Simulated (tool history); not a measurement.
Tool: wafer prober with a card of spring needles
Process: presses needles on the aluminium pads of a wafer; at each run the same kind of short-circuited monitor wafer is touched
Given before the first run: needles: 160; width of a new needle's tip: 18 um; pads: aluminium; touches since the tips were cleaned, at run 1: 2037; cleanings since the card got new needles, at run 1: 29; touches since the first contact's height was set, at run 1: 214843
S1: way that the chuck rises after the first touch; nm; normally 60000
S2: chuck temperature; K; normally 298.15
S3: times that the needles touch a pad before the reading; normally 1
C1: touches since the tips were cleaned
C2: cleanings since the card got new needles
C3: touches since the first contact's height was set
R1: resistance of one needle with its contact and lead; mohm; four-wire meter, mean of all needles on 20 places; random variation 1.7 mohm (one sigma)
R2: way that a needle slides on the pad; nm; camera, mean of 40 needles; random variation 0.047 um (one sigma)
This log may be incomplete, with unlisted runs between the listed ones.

| run | hour | S1 | S2 | S3 | C1 | C2 | C3 | R1 | R2 |
|---|---|---|---|---|---|---|---|---|---|
| 1 | 0.0 | 60000 | 298.15 | 1 | 2037 | 29 | 214843 | 266 | 14440 |
|  | 11.1 | height of the first contact set anew |
|  | 25.0 | tips cleaned on abrasive film |
| 2 | 25.0 | 60000 | 298.15 | 1 | 0 | 30 | 2658 | 185 | 15310 |
|  | 61.5 | tips cleaned on abrasive film |
| 3 | 68.8 | 60000 | 376.15 | 1 | 1415 | 31 | 11102 | 253 | 15310 |
|  | 95.0 | tips cleaned on abrasive film |
| 4 | 109.6 | 60000 | 376.15 | 1 | 2818 | 32 | 18951 | 283 | 15230 |
|  | 128.2 | tips cleaned on abrasive film |
| 5 | 143.7 | 60000 | 393.15 | 1 | 3004 | 33 | 25510 | 284 | 15120 |
|  | 161.5 | tips cleaned on abrasive film |
| 6 | 167.3 | 60000 | 393.15 | 1 | 1117 | 34 | 30036 | 250 | 15110 |
|  | 196.6 | tips cleaned on abrasive film |
| 7 | 201.9 | 60000 | 393.15 | 1 | 1018 | 35 | 36683 | 250 | 15190 |
|  | 232.3 | tips cleaned on abrasive film |
| 8 | 244.6 | 60000 | 357.15 | 1 | 2361 | 36 | 44902 | 275 | 15220 |
|  | 265.2 | tips cleaned on abrasive film |
| 9 | 269.0 | 40000 | 338.15 | 3 | 742 | 37 | 49600 | 224 | 10020 |
| 10 | 296.2 | 58000 | 298.15 | 2 | 5976 | 37 | 54834 | 257 | 14590 |
|  | 300.9 | tips cleaned on abrasive film |
| 11 | 331.0 | 58000 | 298.15 | 2 | 5806 | 38 | 61537 | 257 | 14630 |
|  | 333.6 | tips cleaned on abrasive film |
| 12 | 357.3 | 58000 | 302.15 | 2 | 4563 | 39 | 66586 | 249 | 14630 |
|  | 368.2 | tips cleaned on abrasive film |
| 13 | 381.3 | 58000 | 302.15 | 2 | 2533 | 40 | 71201 | 235 | 14490 |
|  | 403.3 | tips cleaned on abrasive film |
| 14 | 425.1 | 43000 | 314.15 | 2 | 4192 | 41 | 79624 | 325 | 10680 |
|  | 438.1 | tips cleaned on abrasive film |
| 15 | 449.6 | 60000 | 384.15 | 3 | 2201 | 42 | 84327 | 224 | 14930 |

Measured result minus the same run's result without the hidden state. Both carry the same run-to-run variation, though not necessarily the same gauge scatter:
The tool's hidden condition here consists of: debris on the tips, nm; way that the needles fall short of the set height, um; tips' diameter, um; drift of the gauge itself on contact_mohm, %; drift of the gauge itself on scrub_um, %.
| run | R1 | R2 |
|---|---|---|
| 1 | +92 | -870 |
| 2 | +11 | -20 |
| 3 | +62 | -50 |
| 4 | +91 | -80 |
| 5 | +90 | -110 |
| 6 | +57 | -150 |
| 7 | +56 | -170 |
| 8 | +90 | -210 |
| 9 | +33 | -220 |
| 10 | +82 | -230 |
| 11 | +83 | -260 |
| 12 | +78 | -290 |
| 13 | +64 | -310 |
| 14 | +140 | -350 |
| 15 | +33 | -380 |
